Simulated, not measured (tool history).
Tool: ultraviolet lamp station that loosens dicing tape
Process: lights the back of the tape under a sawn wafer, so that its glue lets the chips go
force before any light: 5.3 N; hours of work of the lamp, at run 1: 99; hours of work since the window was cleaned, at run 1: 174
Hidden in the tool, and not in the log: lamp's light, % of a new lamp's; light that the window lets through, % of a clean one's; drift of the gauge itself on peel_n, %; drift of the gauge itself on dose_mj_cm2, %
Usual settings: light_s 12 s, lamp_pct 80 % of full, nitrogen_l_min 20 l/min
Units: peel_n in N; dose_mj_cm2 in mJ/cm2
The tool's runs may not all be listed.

| run | day | light_s | lamp_pct | nitrogen_l_min | hours of work of the lamp | hours of work since the window was cleaned | peel_n | dose_mj_cm2 |
|---|---|---|---|---|---|---|---|---|
| 1 | 0 | 12 | 80 | 20 | 99 | 174 | 0.279 | 322 |
| 2 | 0.45 | 12 | 80 | 20 | 106 | 182 | 0.273 | 318 |
| 3 | 0.783 | 12 | 80 | 38 | 112 | 187 | 0.184 | 319 |
| 4 | 1.138 | 12 | 80 | 38 | 118 | 193 | 0.182 | 315 |
| 5 | 1.446 | 12 | 80 | 20 | 123 | 199 | 0.294 | 310 |
| 6 | 1.788 | 12 | 80 | 20 | 129 | 205 | 0.315 | 309 |
| 7 | 2.346 | 12 | 86 | 20 | 138 | 214 | 0.258 | 333 |
| 8 | 2.692 | 12 | 80 | 20 | 144 | 220 | 0.307 | 311 |
|  | 3.112 | window cleaned of glue's vapour |
| 9 | 3.129 | 12 | 80 | 20 | 151 | 0 | 0.346 | 294 |
| 10 | 3.417 | 12 | 80 | 20 | 156 | 5 | 0.349 | 297 |
| 11 | 4 | 12 | 80 | 14 | 166 | 15 | 0.46 | 291 |
| 12 | 4.279 | 12 | 80 | 14 | 171 | 20 | 0.475 | 296 |
| 13 | 4.646 | 12 | 80 | 20 | 177 | 26 | 0.352 | 287 |
| 14 | 5.258 | 8 | 80 | 20 | 188 | 36 | 0.859 | 190 |
| 15 | 5.771 | 12 | 80 | 20 | 196 | 45 | 0.363 | 282 |
| 16 | 6.096 | 16 | 80 | 20 | 202 | 51 | 0.189 | 379 |
|  | 6.562 | window cleaned of glue's vapour, once more |
| 17 | 6.633 | 16 | 80 | 20 | 211 | 1 | 0.107 | 481 |
| 18 | 7.279 | 12 | 80 | 20 | 222 | 12 | 0.22 | 353 |
| 19 | 7.579 | 12 | 80 | 20 | 227 | 17 | 0.227 | 357 |
| 20 | 8.038 | 12 | 80 | 20 | 235 | 25 | 0.227 | 344 |
| 21 | 8.65 | 12 | 80 | 20 | 245 | 36 | 0.234 | 345 |
| 22 | 9.008 | 12 | 76 | 14 | 251 | 42 | 0.362 | 328 |
| 23 | 9.629 | 12 | 76 | 14 | 262 | 52 | 0.374 | 320 |
| 24 | 10.221 | 12 | 76 | 14 | 272 | 62 | 0.393 | 320 |
| 25 | 10.629 | 12 | 76 | 14 | 279 | 69 | 0.371 | 316 |
| 26 | 11.204 | 12 | 76 | 14 | 289 | 79 | 0.393 | 312 |
| 27 | 11.488 | 12 | 76 | 14 | 293 | 84 | 0.397 | 312 |
| 28 | 12.146 | 12 | 64 | 7 | 305 | 95 | 0.933 | 261 |
| 29 | 12.742 | 7 | 89 | 7 | 315 | 105 | 1.333 | 207 |
| 30 | 13.071 | 7 | 89 | 7 | 320 | 111 | 1.332 | 212 |
| 31 | 13.6 | 7 | 89 | 7 | 329 | 120 | 1.338 | 205 |
| 32 | 14.192 | 7 | 89 | 7 | 339 | 130 | 1.3 | 204 |
| 33 | 14.792 | 7 | 89 | 7 | 350 | 140 | 1.386 | 202 |
| 34 | 15.121 | 7 | 80 | 20 | 355 | 146 | 0.938 | 181 |
| 35 | 15.442 | 12 | 65 | 20 | 361 | 151 | 0.502 | 255 |
| 36 | 15.996 | 12 | 65 | 20 | 370 | 161 | 0.498 | 248 |
| 37 | 16.296 | 18 | 78 | 26 | 375 | 166 | 0.118 | 442 |
| 38 | 16.908 | 19 | 93 | 9 | 386 | 176 | 0.14 | 557 |
| 39 | 17.438 | 10 | 65 | 9 | 395 | 185 | 1.221 | 202 |
| 40 | 17.854 | 16 | 85 | 11 | 402 | 192 | 0.236 | 425 |
| 41 | 18.146 | 19 | 65 | 22 | 407 | 197 | 0.163 | 378 |
| 42 | 18.562 | 19 | 65 | 22 | 414 | 204 | 0.183 | 379 |

5 ways to go on from here, each from the tool as it stands after run 42. What would each give?
| A | 18.996 | 19 | 65 | 9 | 421 | 212 | ? | ? |
| B | 18.996 | 9 | 69 | 14 | 421 | 212 | ? | ? |
| C | 18.996 | 23 | 90 | 28 | 421 | 212 | ? | ? |
| D | 18.996 | 9 | 85 | 13 | 421 | 212 | ? | ? |
| E | 18.996 | 22 | 65 | 14 | 421 | 212 | ? | ? |

| run | peel_n | dose_mj_cm2 |
|---|---|---|
| A | 0.381 | 376 |
| B | 1.064 | 186 |
| C | 0.07 | 632 |
| D | 0.763 | 230 |
| E | 0.176 | 426 |
Without the tool's hidden state the same runs would have given:
| run | peel_n | dose_mj_cm2 |
|---|---|---|
| A | 0.197 | 492 |
| B | 0.664 | 244 |
| C | 0.066 | 827 |
| D | 0.442 | 302 |
| E | 0.096 | 558 |
